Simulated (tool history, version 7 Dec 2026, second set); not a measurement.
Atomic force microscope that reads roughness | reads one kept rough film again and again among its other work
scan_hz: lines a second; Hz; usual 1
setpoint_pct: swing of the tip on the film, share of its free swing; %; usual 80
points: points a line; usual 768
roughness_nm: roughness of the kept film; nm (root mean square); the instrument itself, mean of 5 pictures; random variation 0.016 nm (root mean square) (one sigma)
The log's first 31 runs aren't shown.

run   hour  scan_hz  setpoint_pct  points  pictures with this tip  hours of work since the height scale was calibrated  roughness_nm
 32  456.3      1.1            65     260                      60                                                  788         3.596
 33  472.5      1.1            65     260                      96                                                  798         3.507
 34  490.9      1.1            65     260                     137                                                  811         3.414
       508  -- new tip fitted
 35  510.6     0.84            70     290                       5                                                  823         3.801
 36  523.7     0.84            70     290                      34                                                  832         3.711
 37  533.9     0.84            70     991                      57                                                  839         3.677
 38  546.4        1            75     768                      85                                                  847         3.509
 39  556.2     1.41            68     663                     107                                                  854         3.469

Run 40 comes next. What will it give?
 40  573.8     0.68            82     486                     145                                                  865             ?

roughness_nm: 3.384 nm (root mean square)
Without the tool's hidden state the same run would have given roughness_nm 3.856 nm (root mean square).
